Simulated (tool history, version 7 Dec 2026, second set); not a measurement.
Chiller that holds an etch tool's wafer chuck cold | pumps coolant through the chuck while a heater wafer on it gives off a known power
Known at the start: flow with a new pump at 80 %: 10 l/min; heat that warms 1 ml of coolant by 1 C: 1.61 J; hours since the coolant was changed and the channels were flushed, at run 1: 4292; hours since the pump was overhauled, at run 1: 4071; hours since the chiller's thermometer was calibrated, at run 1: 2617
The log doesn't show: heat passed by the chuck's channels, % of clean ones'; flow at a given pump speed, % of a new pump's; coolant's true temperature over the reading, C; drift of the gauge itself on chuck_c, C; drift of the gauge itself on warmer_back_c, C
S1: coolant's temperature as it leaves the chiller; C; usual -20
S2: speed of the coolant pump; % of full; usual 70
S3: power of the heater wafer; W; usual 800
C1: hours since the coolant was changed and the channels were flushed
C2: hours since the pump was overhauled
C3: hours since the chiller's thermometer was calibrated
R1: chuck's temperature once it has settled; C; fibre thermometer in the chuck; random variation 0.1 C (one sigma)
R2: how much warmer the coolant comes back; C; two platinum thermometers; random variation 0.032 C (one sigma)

run 1 hour=0.0 | S1=-20 S2=70 S3=800 | C1=4292 C2=4071 C3=2617 | R1=-7.5 R2=3.68
run 2 hour=193.8 | S1=-20 S2=70 S3=800 | C1=4486 C2=4265 C3=2811 | R1=-7.4 R2=3.69
run 3 hour=351.1 | S1=-20 S2=70 S3=800 | C1=4643 C2=4422 C3=2968 | R1=-7.3 R2=3.67
run 4 hour=542.9 | S1=-20 S2=65 S3=800 | C1=4835 C2=4614 C3=3160 | R1=-6.6 R2=3.98
run 5 hour=749.8 | S1=-20 S2=70 S3=800 | C1=5042 C2=4821 C3=3367 | R1=-7.0 R2=3.68
run 6 hour=880.6 | S1=-12 S2=70 S3=800 | C1=5172 C2=4952 C3=3498 | R1=0.9 R2=3.70
run 7 hour=1054.2 | S1=-20 S2=70 S3=800 | C1=5346 C2=5125 C3=3671 | R1=-7.1 R2=3.69
run 8 hour=1238.1 | S1=-20 S2=70 S3=800 | C1=5530 C2=5309 C3=3855 | R1=-6.7 R2=3.71
run 9 hour=1419.3 | S1=-20 S2=70 S3=800 | C1=5711 C2=5491 C3=4036 | R1=-6.9 R2=3.76
run 10 hour=1513.6 | S1=-20 S2=70 S3=800 | C1=5805 C2=5585 C3=4131 | R1=-6.9 R2=3.76
run 11 hour=1724.9 | S1=-20 S2=70 S3=800 | C1=6017 C2=5796 C3=4342 | R1=-6.8 R2=3.80
run 12 hour=1822.7 | S1=-20 S2=70 S3=800 | C1=6114 C2=5894 C3=4440 | R1=-6.7 R2=3.80
run 13 hour=2022.0 | S1=-26 S2=70 S3=817 | C1=6314 C2=6093 C3=4639 | R1=-12.5 R2=3.85
run 14 hour=2122.0 | S1=-19 S2=70 S3=800 | C1=6414 C2=6193 C3=4739 | R1=-5.7 R2=3.77

Forecast run 15:
run 15 hour=2271.5 | S1=-15 S2=91 S3=800 | C1=6563 C2=6343 C3=4888 | R1=? R2=?

{"run 15": {"R1": -3.8, "R2": 2.9}}
Without the tool's hidden state the same run would have given R1 -5.9 C, R2 2.63 C.
